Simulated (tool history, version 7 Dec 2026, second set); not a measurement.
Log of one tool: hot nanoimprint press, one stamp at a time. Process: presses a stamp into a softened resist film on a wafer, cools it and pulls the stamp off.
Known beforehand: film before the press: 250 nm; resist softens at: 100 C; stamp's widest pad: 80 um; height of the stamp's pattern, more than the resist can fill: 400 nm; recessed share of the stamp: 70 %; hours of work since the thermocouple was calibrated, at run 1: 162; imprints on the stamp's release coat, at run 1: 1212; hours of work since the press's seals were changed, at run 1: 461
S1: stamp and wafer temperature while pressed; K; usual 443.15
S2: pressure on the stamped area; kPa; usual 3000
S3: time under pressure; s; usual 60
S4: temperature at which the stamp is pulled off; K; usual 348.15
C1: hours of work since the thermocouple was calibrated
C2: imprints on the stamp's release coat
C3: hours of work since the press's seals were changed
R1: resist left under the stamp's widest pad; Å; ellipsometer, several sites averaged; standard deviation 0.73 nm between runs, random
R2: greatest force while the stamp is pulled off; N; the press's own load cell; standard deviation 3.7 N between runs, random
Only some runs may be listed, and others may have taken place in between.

| run | hour | S1 | S2 | S3 | S4 | C1 | C2 | C3 | R1 | R2 |
|---|---|---|---|---|---|---|---|---|---|---|
| 1 | 0.0 | 443.15 | 3000 | 60 | 348.15 | 162 | 1212 | 461 | 924 | 195 |
| 2 | 34.4 | 443.15 | 3000 | 60 | 348.15 | 185 | 1379 | 483 | 914 | 204 |
| 3 | 83.7 | 432.15 | 3000 | 60 | 348.15 | 217 | 1618 | 515 | 1566 | 194 |
|  | 110.9 | press's hydraulic seals changed and the load cell set to zero |
| 4 | 119.0 | 432.15 | 3000 | 60 | 348.15 | 234 | 1751 | 5 | 1526 | 198 |
| 5 | 159.8 | 432.15 | 3000 | 60 | 335.15 | 261 | 1949 | 32 | 1539 | 268 |
|  | 188.1 | stamp cleaned and given a new release coat |
| 6 | 188.1 | 432.15 | 2060 | 60 | 335.15 | 275 | 0 | 46 | 1722 | 236 |
| 7 | 214.4 | 443.15 | 3000 | 60 | 348.15 | 293 | 128 | 63 | 880 | 175 |
| 8 | 236.7 | 443.15 | 3000 | 60 | 351.15 | 307 | 236 | 78 | 873 | 163 |
| 9 | 259.9 | 443.15 | 3000 | 35 | 351.15 | 322 | 349 | 93 | 1090 | 163 |
| 10 | 295.1 | 443.15 | 2650 | 60 | 348.15 | 345 | 520 | 116 | 909 | 180 |
| 11 | 345.4 | 443.15 | 3000 | 60 | 348.15 | 378 | 764 | 149 | 869 | 186 |
| 12 | 375.2 | 443.15 | 3000 | 60 | 348.15 | 397 | 909 | 168 | 867 | 181 |
|  | 403.6 | plate thermocouple calibrated |
| 13 | 428.5 | 443.15 | 3000 | 69 | 348.15 | 16 | 1154 | 201 | 872 | 192 |
| 14 | 460.5 | 443.15 | 3000 | 69 | 348.15 | 37 | 1309 | 222 | 865 | 196 |
| 15 | 512.8 | 443.15 | 3000 | 60 | 348.15 | 71 | 1564 | 256 | 910 | 197 |
| 16 | 551.7 | 444.15 | 2850 | 96 | 352.15 | 96 | 1752 | 281 | 712 | 179 |
| 17 | 582.8 | 444.15 | 2850 | 96 | 352.15 | 117 | 1903 | 301 | 713 | 180 |
|  | 620.7 | stamp cleaned and given a new release coat |
| 18 | 628.2 | 435.15 | 4210 | 75 | 348.15 | 142 | 37 | 327 | 1111 | 169 |
| 19 | 683.0 | 441.15 | 2840 | 79 | 339.15 | 178 | 303 | 362 | 910 | 234 |
| 20 | 715.6 | 443.15 | 2870 | 60 | 347.15 | 199 | 462 | 384 | 907 | 185 |
| 21 | 760.7 | 443.15 | 3820 | 59 | 353.15 | 228 | 681 | 413 | 807 | 156 |
| 22 | 788.6 | 443.15 | 3820 | 59 | 353.15 | 247 | 817 | 431 | 807 | 162 |
| 23 | 830.5 | 434.15 | 3660 | 60 | 348.15 | 274 | 1020 | 458 | 1284 | 188 |
| 24 | 876.7 | 443.15 | 3000 | 45 | 352.15 | 304 | 1245 | 488 | 981 | 176 |
| 25 | 899.4 | 443.15 | 3000 | 45 | 352.15 | 319 | 1355 | 503 | 981 | 169 |
|  | 945.1 | press's hydraulic seals changed and the load cell set to zero |
| 26 | 960.2 | 443.15 | 3000 | 60 | 346.15 | 353 | 1612 | 10 | 845 | 212 |
| 27 | 1008.9 | 443.15 | 3000 | 60 | 346.15 | 385 | 1848 | 41 | 856 | 205 |
|  | 1055.6 | plate thermocouple calibrated |
|  | 1061.6 | stamp cleaned and given a new release coat |
| 28 | 1061.8 | 443.15 | 3720 | 60 | 346.15 | 0 | 1 | 70 | 841 | 180 |
| 29 | 1114.9 | 443.15 | 3720 | 60 | 346.15 | 35 | 259 | 105 | 823 | 187 |

Below are 3 alternative next runs, each starting from the tool's condition after run 29. Predict each:
| A | 1138.0 | 443.15 | 3000 | 60 | 339.15 | 50 | 371 | 120 | ? | ? |
| B | 1138.0 | 443.15 | 3000 | 115 | 348.15 | 50 | 371 | 120 | ? | ? |
| C | 1138.0 | 443.15 | 3280 | 40 | 337.15 | 50 | 371 | 120 | ? | ? |

| run | R1 | R2 |
|---|---|---|
| A | 915 | 224 |
| B | 688 | 180 |
| C | 1026 | 232 |
Stripped of hidden state, with their random variation kept, the same runs would have yielded:
| run | R1 | R2 |
|---|---|---|
| A | 925 | 218 |
| B | 696 | 175 |
| C | 1036 | 225 |
